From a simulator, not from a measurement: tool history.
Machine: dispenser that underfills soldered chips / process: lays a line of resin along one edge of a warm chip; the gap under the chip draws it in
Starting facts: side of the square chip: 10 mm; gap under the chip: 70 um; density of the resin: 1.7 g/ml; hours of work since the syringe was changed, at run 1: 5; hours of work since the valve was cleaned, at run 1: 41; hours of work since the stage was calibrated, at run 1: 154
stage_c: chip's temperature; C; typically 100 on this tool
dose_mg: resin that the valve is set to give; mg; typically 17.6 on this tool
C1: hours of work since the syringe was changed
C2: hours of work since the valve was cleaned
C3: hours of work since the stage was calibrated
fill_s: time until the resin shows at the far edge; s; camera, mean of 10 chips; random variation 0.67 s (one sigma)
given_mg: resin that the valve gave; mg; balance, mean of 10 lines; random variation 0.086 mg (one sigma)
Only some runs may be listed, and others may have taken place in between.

{"run": 1, "hour": 0.0, "stage_c": 100, "dose_mg": 17.6, "C1": 5, "C2": 41, "C3": 154, "fill_s": 79, "given_mg": 16.98}
{"run": 2, "hour": 4.6, "stage_c": 100, "dose_mg": 17.6, "C1": 7, "C2": 44, "C3": 157, "fill_s": 97.1, "given_mg": 16.87}
{"hour": 7.4, "done": "new syringe of resin"}
{"run": 3, "hour": 12.2, "stage_c": 100, "dose_mg": 17.6, "C1": 3, "C2": 49, "C3": 162, "fill_s": 74.8, "given_mg": 16.7}
{"run": 4, "hour": 19.5, "stage_c": 100, "dose_mg": 17.6, "C1": 8, "C2": 54, "C3": 166, "fill_s": 102.7, "given_mg": 16.57}
{"hour": 21.4, "done": "new syringe of resin"}
{"run": 5, "hour": 24.2, "stage_c": 100, "dose_mg": 17.6, "C1": 2, "C2": 56, "C3": 169, "fill_s": 68.5, "given_mg": 16.5}
{"run": 6, "hour": 29.4, "stage_c": 100, "dose_mg": 17.6, "C1": 5, "C2": 60, "C3": 172, "fill_s": 85.9, "given_mg": 16.68}
{"hour": 35.6, "done": "new syringe of resin"}
{"run": 7, "hour": 37.3, "stage_c": 100, "dose_mg": 17.6, "C1": 1, "C2": 64, "C3": 177, "fill_s": 64.8, "given_mg": 16.5}
{"hour": 39.8, "done": "dispensing valve cleaned and set on the balance"}
{"run": 8, "hour": 42.9, "stage_c": 100, "dose_mg": 17.6, "C1": 4, "C2": 2, "C3": 180, "fill_s": 76.9, "given_mg": 17.47}
{"run": 9, "hour": 46.5, "stage_c": 100, "dose_mg": 17.6, "C1": 6, "C2": 4, "C3": 183, "fill_s": 90.8, "given_mg": 17.58}
{"hour": 50.8, "done": "new syringe of resin"}
{"run": 10, "hour": 53.8, "stage_c": 100, "dose_mg": 17.6, "C1": 2, "C2": 9, "C3": 187, "fill_s": 68.1, "given_mg": 17.4}
{"run": 11, "hour": 57.2, "stage_c": 100, "dose_mg": 17.6, "C1": 4, "C2": 11, "C3": 189, "fill_s": 78.2, "given_mg": 17.56}
{"run": 12, "hour": 62.7, "stage_c": 94, "dose_mg": 17.6, "C1": 8, "C2": 14, "C3": 193, "fill_s": 117.6, "given_mg": 17.39}
{"hour": 64.9, "done": "new syringe of resin"}
{"run": 13, "hour": 68.7, "stage_c": 94, "dose_mg": 17.6, "C1": 2, "C2": 18, "C3": 196, "fill_s": 83, "given_mg": 17.32}
{"run": 14, "hour": 76.3, "stage_c": 94, "dose_mg": 17.6, "C1": 7, "C2": 23, "C3": 201, "fill_s": 116.7, "given_mg": 17.33}
{"hour": 79.1, "done": "new syringe of resin"}
{"run": 15, "hour": 84.0, "stage_c": 100, "dose_mg": 17.6, "C1": 3, "C2": 28, "C3": 206, "fill_s": 73.4, "given_mg": 17.17}
{"run": 16, "hour": 89.5, "stage_c": 100, "dose_mg": 17.6, "C1": 7, "C2": 31, "C3": 209, "fill_s": 91.1, "given_mg": 17.02}
{"hour": 93.1, "done": "new syringe of resin"}
{"run": 17, "hour": 95.4, "stage_c": 115, "dose_mg": 17.6, "C1": 1, "C2": 35, "C3": 213, "fill_s": 42.9, "given_mg": 17.14}
{"run": 18, "hour": 102.6, "stage_c": 115, "dose_mg": 17.6, "C1": 6, "C2": 39, "C3": 217, "fill_s": 58.3, "given_mg": 16.86}
{"hour": 107.6, "done": "new syringe of resin"}
{"run": 19, "hour": 109.6, "stage_c": 115, "dose_mg": 17.6, "C1": 1, "C2": 44, "C3": 222, "fill_s": 42.2, "given_mg": 16.89}
{"run": 20, "hour": 113.0, "stage_c": 90, "dose_mg": 17.6, "C1": 3, "C2": 46, "C3": 224, "fill_s": 100.4, "given_mg": 16.87}
{"run": 21, "hour": 118.5, "stage_c": 90, "dose_mg": 17.6, "C1": 7, "C2": 49, "C3": 227, "fill_s": 128.7, "given_mg": 16.83}
{"hour": 121.6, "done": "new syringe of resin"}
{"run": 22, "hour": 123.4, "stage_c": 101, "dose_mg": 15.7, "C1": 1, "C2": 52, "C3": 230, "fill_s": 62.7, "given_mg": 14.93}
{"run": 23, "hour": 127.8, "stage_c": 108, "dose_mg": 15.6, "C1": 4, "C2": 55, "C3": 233, "fill_s": 63.2, "given_mg": 14.9}
{"run": 24, "hour": 132.8, "stage_c": 90, "dose_mg": 18.2, "C1": 7, "C2": 58, "C3": 236, "fill_s": 127.8, "given_mg": 17.08}
{"hour": 135.6, "done": "new syringe of resin"}
{"run": 25, "hour": 139.4, "stage_c": 103, "dose_mg": 17.8, "C1": 2, "C2": 62, "C3": 240, "fill_s": 60.9, "given_mg": 16.79}
{"run": 26, "hour": 143.5, "stage_c": 88, "dose_mg": 19.8, "C1": 5, "C2": 65, "C3": 243, "fill_s": 114.3, "given_mg": 18.65}
{"hour": 145.5, "done": "dispensing valve cleaned and set on the balance"}
{"run": 27, "hour": 150.1, "stage_c": 110, "dose_mg": 17.6, "C1": 9, "C2": 3, "C3": 246, "fill_s": 76.1, "given_mg": 17.66}
{"hour": 150.8, "done": "new syringe of resin"}
{"run": 28, "hour": 155.3, "stage_c": 110, "dose_mg": 22.7, "C1": 3, "C2": 6, "C3": 250, "fill_s": 51.7, "given_mg": 22.64}
{"run": 29, "hour": 160.2, "stage_c": 108, "dose_mg": 15.8, "C1": 6, "C2": 9, "C3": 253, "fill_s": 71.9, "given_mg": 15.69}
{"hour": 165.1, "done": "new syringe of resin"}
{"run": 30, "hour": 165.6, "stage_c": 108, "dose_mg": 15.8, "C1": 0, "C2": 12, "C3": 256, "fill_s": 49.6, "given_mg": 15.54}
{"run": 31, "hour": 170.6, "stage_c": 108, "dose_mg": 15.8, "C1": 4, "C2": 16, "C3": 259, "fill_s": 60.5, "given_mg": 15.64}
{"run": 32, "hour": 176.5, "stage_c": 111, "dose_mg": 20.9, "C1": 7, "C2": 19, "C3": 263, "fill_s": 69, "given_mg": 20.58}
{"hour": 179.1, "done": "new syringe of resin"}
{"run": 33, "hour": 183.4, "stage_c": 111, "dose_mg": 20.9, "C1": 3, "C2": 24, "C3": 267, "fill_s": 49.9, "given_mg": 20.42}
{"run": 34, "hour": 190.6, "stage_c": 92, "dose_mg": 16, "C1": 7, "C2": 28, "C3": 272, "fill_s": 124.9, "given_mg": 15.66}
{"hour": 193.2, "done": "new syringe of resin"}
{"run": 35, "hour": 198.2, "stage_c": 105, "dose_mg": 15.1, "C1": 3, "C2": 33, "C3": 276, "fill_s": 66.5, "given_mg": 14.52}
{"run": 36, "hour": 205.4, "stage_c": 108, "dose_mg": 16.5, "C1": 8, "C2": 37, "C3": 281, "fill_s": 80.1, "given_mg": 15.89}

Here are 3 independent what-if runs from the current tool condition. What would each one return?
{"hour": 207.1, "done": "new syringe of resin"}
{"run": "A", "hour": 210.1, "stage_c": 93, "dose_mg": 15.9, "C1": 2, "C2": 40, "C3": 284, "fill_s": "?", "given_mg": "?"}
{"hour": 207.1, "done": "new syringe of resin"}
{"run": "B", "hour": 210.1, "stage_c": 107, "dose_mg": 17.1, "C1": 2, "C2": 40, "C3": 284, "fill_s": "?", "given_mg": "?"}
{"hour": 207.1, "done": "new syringe of resin"}
{"run": "C", "hour": 210.1, "stage_c": 108, "dose_mg": 20.1, "C1": 2, "C2": 40, "C3": 284, "fill_s": "?", "given_mg": "?"}

run=A fill_s=82.2 given_mg=15.19
run=B fill_s=55.5 given_mg=16.45
run=C fill_s=52.3 given_mg=19.16
Without the tool's hidden state the same runs would have given:
run=A fill_s=73 given_mg=15.8
run=B fill_s=49.4 given_mg=17.1
run=C fill_s=46.6 given_mg=19.93
